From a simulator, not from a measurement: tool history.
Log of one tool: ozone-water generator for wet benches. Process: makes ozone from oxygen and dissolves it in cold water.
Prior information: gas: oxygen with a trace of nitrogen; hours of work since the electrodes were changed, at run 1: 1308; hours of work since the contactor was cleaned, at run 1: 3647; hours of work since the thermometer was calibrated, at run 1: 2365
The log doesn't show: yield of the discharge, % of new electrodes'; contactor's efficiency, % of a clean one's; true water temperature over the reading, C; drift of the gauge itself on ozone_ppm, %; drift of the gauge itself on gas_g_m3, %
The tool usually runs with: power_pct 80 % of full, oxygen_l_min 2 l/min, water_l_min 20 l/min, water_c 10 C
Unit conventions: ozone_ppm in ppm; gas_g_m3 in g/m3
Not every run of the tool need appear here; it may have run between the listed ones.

run    hour  power_pct  oxygen_l_min  water_l_min  water_c  hours of work since the electrodes were changed  hours of work since the contactor was cleaned  hours of work since the thermometer was calibrated  ozone_ppm  gas_g_m3
  1       0         80             2           20       10                                             1308                                           3647                                                2365       16.6     245.3
  2    45.1         80             2           20       10                                             1344                                           3683                                                2401       16.5     246.1
  3    80.2         81             2           20       10                                             1373                                           3712                                                2430       16.4     245.9
  4   118.3         80             2           17       10                                             1404                                           3743                                                2461       18.8     245.7
  5   145.7         80             2           17       10                                             1426                                           3766                                                2484       19.1     244.3
  6   174.6         80             2           17       10                                             1450                                           3789                                                2507       19.1     244.9
  7   218.5         79             2           20       10                                             1486                                           3825                                                2543       16.3     241.2
  8   255.5         79             2           20       10                                             1516                                           3855                                                2573       16.3     240.4
  9   285.4         79             2           20       10                                             1541                                           3880                                                2598       16.4     240.9
 10   334.5         79             2           20       10                                             1581                                           3920                                                2638       16.5     239.6
 11   367.2         80          1.64           20       10                                             1607                                           3947                                                2664       15.5     272.2
 12   411.2         80          1.26           20       10                                             1643                                           3982                                                2700         14     309.1
 13   445.8         80          1.26           20        5                                             1672                                           4011                                                2729       14.3     308.1
 14   483.5         80          1.26           20        5                                             1702                                           4042                                                2759       14.4       306
      493.6  -- water thermometer calibrated
 15   518.6         80          1.26           20        5                                             1731                                           4070                                                  20       14.4     306.7
 16   548.9         48          1.26           20        5                                             1755                                           4095                                                  45       11.1     235.3
 17   575.8         48          1.26           20        5                                             1777                                           4117                                                  67         11     236.2
 18   602.5         80          2.96           20       10                                             1799                                           4138                                                  89         18     196.7
 19   650.9         76          2.96           20       10                                             1839                                           4178                                                 128       17.4     192.4
 20   681.1         53          3.29           13       16                                             1863                                           4202                                                 153       19.4     149.3
 21   703.1         53          3.29           13       16                                             1881                                           4221                                                 171         19     149.2
 22   737.5         53          3.37           12        7                                             1909                                           4249                                                 199       23.2     147.1
 23   771.3         53          3.37           12        7                                             1937                                           4276                                                 227       22.9       147
      796.9  -- contactor cleaned
 24   801.4         63          1.25           17        7                                             1958                                              4                                                 248       14.8     270.8
 25   845.8         63          1.25           17        7                                             1995                                             40                                                 284       14.8     267.9
      849.1  -- gauge calibrated
 26   892.1         47          2.57           12       10                                             2032                                             78                                                 322       20.1     161.5
 27   921.5         59             2           32       10                                             2056                                            102                                                 346        8.9     209.5
 28   959.1         80           2.2           21        6                                             2087                                            132                                                 377       16.5       233
 29  1006.8         80           2.2           21        6                                             2126                                            171                                                 416       16.6     231.1
 30  1037.9         80           2.2           21        6                                             2151                                            197                                                 441       16.5       232
 31  1083.1         80           2.2           21        6                                             2188                                            234                                                 478       16.4     231.6
 32  1130.7         64             2           20       14                                             2227                                            273                                                 517       14.3     215.7
 33  1177.6         84          1.38           20       10                                             2266                                            311                                                 555       14.8     301.9

Each row is a separate what-if for the run after 33, all from the same tool condition, not one after another. Results?
  A  1199.3         84          1.96           23       10                                             2283                                            329                                                 573          ?         ?
  B  1199.3         53          1.92           20       10                                             2283                                            329                                                 573          ?         ?
  C  1199.3         84          1.67           26       10                                             2283                                            329                                                 573          ?         ?

run  ozone_ppm  gas_g_m3
  A       14.4     247.7
  B       12.9     198.5
  C       12.5     272.8
With no hidden state in the tool, these same runs would have given:
run  ozone_ppm  gas_g_m3
  A       14.5     250.9
  B       12.9       201
  C       12.5     276.4
